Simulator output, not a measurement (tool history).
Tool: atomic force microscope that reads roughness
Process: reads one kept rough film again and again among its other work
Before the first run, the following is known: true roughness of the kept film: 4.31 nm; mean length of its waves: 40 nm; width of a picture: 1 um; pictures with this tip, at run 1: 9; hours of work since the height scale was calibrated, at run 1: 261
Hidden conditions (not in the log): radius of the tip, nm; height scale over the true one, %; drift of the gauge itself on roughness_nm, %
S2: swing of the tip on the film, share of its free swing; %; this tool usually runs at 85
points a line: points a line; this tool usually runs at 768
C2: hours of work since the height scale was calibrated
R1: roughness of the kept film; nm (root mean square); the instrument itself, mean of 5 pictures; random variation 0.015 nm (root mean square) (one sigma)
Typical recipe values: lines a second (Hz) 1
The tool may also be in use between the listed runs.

run 1 hour=0 | lines_a_second_(Hz)=1 S2=85 points_a_line=768 | pictures_with_this_tip=9 C2=261 | R1=3.544
run 2 hour=20.8 | lines_a_second_(Hz)=1 S2=85 points_a_line=768 | pictures_with_this_tip=37 C2=275 | R1=3.528
run 3 hour=43 | lines_a_second_(Hz)=1 S2=85 points_a_line=768 | pictures_with_this_tip=67 C2=290 | R1=3.509
run 4 hour=57.3 | lines_a_second_(Hz)=1 S2=85 points_a_line=768 | pictures_with_this_tip=86 C2=299 | R1=3.528
run 5 hour=82.5 | lines_a_second_(Hz)=1 S2=85 points_a_line=498 | pictures_with_this_tip=120 C2=316 | R1=3.515
run 6 hour=105.1 | lines_a_second_(Hz)=1 S2=85 points_a_line=768 | pictures_with_this_tip=150 C2=331 | R1=3.516
-- hour=106.7 new tip fitted
run 7 hour=122.2 | lines_a_second_(Hz)=1.18 S2=85 points_a_line=768 | pictures_with_this_tip=21 C2=342 | R1=3.461
run 8 hour=141.7 | lines_a_second_(Hz)=1.18 S2=85 points_a_line=768 | pictures_with_this_tip=47 C2=355 | R1=3.463
run 9 hour=159.3 | lines_a_second_(Hz)=1 S2=85 points_a_line=768 | pictures_with_this_tip=71 C2=366 | R1=3.521
run 10 hour=181.6 | lines_a_second_(Hz)=1 S2=85 points_a_line=768 | pictures_with_this_tip=101 C2=381 | R1=3.532
run 11 hour=203.1 | lines_a_second_(Hz)=1 S2=85 points_a_line=768 | pictures_with_this_tip=130 C2=395 | R1=3.513
-- hour=221.3 new tip fitted
run 12 hour=228.8 | lines_a_second_(Hz)=1 S2=85 points_a_line=494 | pictures_with_this_tip=10 C2=412 | R1=3.522
run 13 hour=243 | lines_a_second_(Hz)=1 S2=85 points_a_line=512 | pictures_with_this_tip=29 C2=422 | R1=3.556
run 14 hour=257.5 | lines_a_second_(Hz)=1 S2=85 points_a_line=512 | pictures_with_this_tip=48 C2=431 | R1=3.538
run 15 hour=278.4 | lines_a_second_(Hz)=1 S2=85 points_a_line=512 | pictures_with_this_tip=77 C2=445 | R1=3.52
run 16 hour=298.3 | lines_a_second_(Hz)=1 S2=85 points_a_line=512 | pictures_with_this_tip=103 C2=458 | R1=3.538
run 17 hour=313 | lines_a_second_(Hz)=1 S2=85 points_a_line=768 | pictures_with_this_tip=123 C2=468 | R1=3.53
run 18 hour=333 | lines_a_second_(Hz)=1 S2=85 points_a_line=768 | pictures_with_this_tip=150 C2=481 | R1=3.499
-- hour=335.7 new tip fitted
run 19 hour=350.4 | lines_a_second_(Hz)=1 S2=85 points_a_line=768 | pictures_with_this_tip=20 C2=492 | R1=3.518
run 20 hour=373.5 | lines_a_second_(Hz)=1 S2=85 points_a_line=768 | pictures_with_this_tip=51 C2=508 | R1=3.545
run 21 hour=397.5 | lines_a_second_(Hz)=1 S2=85 points_a_line=768 | pictures_with_this_tip=83 C2=524 | R1=3.564
run 22 hour=411.1 | lines_a_second_(Hz)=1 S2=85 points_a_line=768 | pictures_with_this_tip=102 C2=533 | R1=3.514
run 23 hour=425.2 | lines_a_second_(Hz)=1 S2=85 points_a_line=768 | pictures_with_this_tip=121 C2=542 | R1=3.509
-- hour=449.7 new tip fitted
run 24 hour=450.6 | lines_a_second_(Hz)=1 S2=85 points_a_line=768 | pictures_with_this_tip=1 C2=559 | R1=3.523
run 25 hour=477 | lines_a_second_(Hz)=1 S2=85 points_a_line=768 | pictures_with_this_tip=37 C2=576 | R1=3.532
run 26 hour=489.1 | lines_a_second_(Hz)=1 S2=85 points_a_line=768 | pictures_with_this_tip=53 C2=584 | R1=3.473
run 27 hour=507.1 | lines_a_second_(Hz)=1 S2=66 points_a_line=768 | pictures_with_this_tip=77 C2=596 | R1=3.808
run 28 hour=523.9 | lines_a_second_(Hz)=0.66 S2=85 points_a_line=403 | pictures_with_this_tip=100 C2=607 | R1=3.676
run 29 hour=539.2 | lines_a_second_(Hz)=1 S2=56 points_a_line=939 | pictures_with_this_tip=121 C2=617 | R1=3.877
run 30 hour=561.7 | lines_a_second_(Hz)=2.86 S2=85 points_a_line=768 | pictures_with_this_tip=151 C2=632 | R1=2.888
-- hour=563.4 new tip fitted
run 31 hour=572.8 | lines_a_second_(Hz)=2.86 S2=85 points_a_line=768 | pictures_with_this_tip=12 C2=639 | R1=2.919
run 32 hour=585.1 | lines_a_second_(Hz)=1.01 S2=68 points_a_line=681 | pictures_with_this_tip=29 C2=647 | R1=3.805
run 33 hour=609.8 | lines_a_second_(Hz)=0.98 S2=81 points_a_line=472 | pictures_with_this_tip=62 C2=664 | R1=3.596
run 34 hour=623.2 | lines_a_second_(Hz)=0.61 S2=58 points_a_line=375 | pictures_with_this_tip=80 C2=673 | R1=3.94
run 35 hour=637.6 | lines_a_second_(Hz)=1 S2=70 points_a_line=345 | pictures_with_this_tip=100 C2=682 | R1=3.754
run 36 hour=663.4 | lines_a_second_(Hz)=0.79 S2=81 points_a_line=581 | pictures_with_this_tip=134 C2=699 | R1=3.677
-- hour=677 new tip fitted
run 37 hour=679 | lines_a_second_(Hz)=0.76 S2=85 points_a_line=301 | pictures_with_this_tip=3 C2=709 | R1=3.624
run 38 hour=699.8 | lines_a_second_(Hz)=0.76 S2=85 points_a_line=301 | pictures_with_this_tip=31 C2=723 | R1=3.597
run 39 hour=710.6 | lines_a_second_(Hz)=3.14 S2=84 points_a_line=590 | pictures_with_this_tip=45 C2=730 | R1=2.852
run 40 hour=728.4 | lines_a_second_(Hz)=3.14 S2=84 points_a_line=590 | pictures_with_this_tip=69 C2=742 | R1=2.88
run 41 hour=751 | lines_a_second_(Hz)=3.14 S2=84 points_a_line=590 | pictures_with_this_tip=100 C2=757 | R1=2.853
run 42 hour=776.2 | lines_a_second_(Hz)=3.14 S2=84 points_a_line=590 | pictures_with_this_tip=134 C2=774 | R1=2.861
-- hour=790.1 new tip fitted
run 43 hour=791.4 | lines_a_second_(Hz)=1.94 S2=85 points_a_line=942 | pictures_with_this_tip=1 C2=784 | R1=3.187
run 44 hour=804.9 | lines_a_second_(Hz)=2.71 S2=90 points_a_line=768 | pictures_with_this_tip=20 C2=792 | R1=2.774
run 45 hour=822.4 | lines_a_second_(Hz)=2.71 S2=90 points_a_line=768 | pictures_with_this_tip=43 C2=804 | R1=2.745

Per-run results on a tool with no hidden state, each run keeping its own random variation:
run=1 R1=3.545
run=2 R1=3.533
run=3 R1=3.517
run=4 R1=3.539
run=5 R1=3.529
run=6 R1=3.534
run=7 R1=3.464
run=8 R1=3.469
run=9 R1=3.531
run=10 R1=3.546
run=11 R1=3.531
run=12 R1=3.523
run=13 R1=3.559
run=14 R1=3.544
run=15 R1=3.53
run=16 R1=3.55
run=17 R1=3.546
run=18 R1=3.518
run=19 R1=3.52
run=20 R1=3.551
run=21 R1=3.574
run=22 R1=3.527
run=23 R1=3.524
run=24 R1=3.523
run=25 R1=3.537
run=26 R1=3.479
run=27 R1=3.818
run=28 R1=3.689
run=29 R1=3.894
run=30 R1=2.904
run=31 R1=2.92
run=32 R1=3.808
run=33 R1=3.603
run=34 R1=3.95
run=35 R1=3.766
run=36 R1=3.693
run=37 R1=3.624
run=38 R1=3.6
run=39 R1=2.856
run=40 R1=2.887
run=41 R1=2.862
run=42 R1=2.874
run=43 R1=3.186
run=44 R1=2.775
run=45 R1=2.748

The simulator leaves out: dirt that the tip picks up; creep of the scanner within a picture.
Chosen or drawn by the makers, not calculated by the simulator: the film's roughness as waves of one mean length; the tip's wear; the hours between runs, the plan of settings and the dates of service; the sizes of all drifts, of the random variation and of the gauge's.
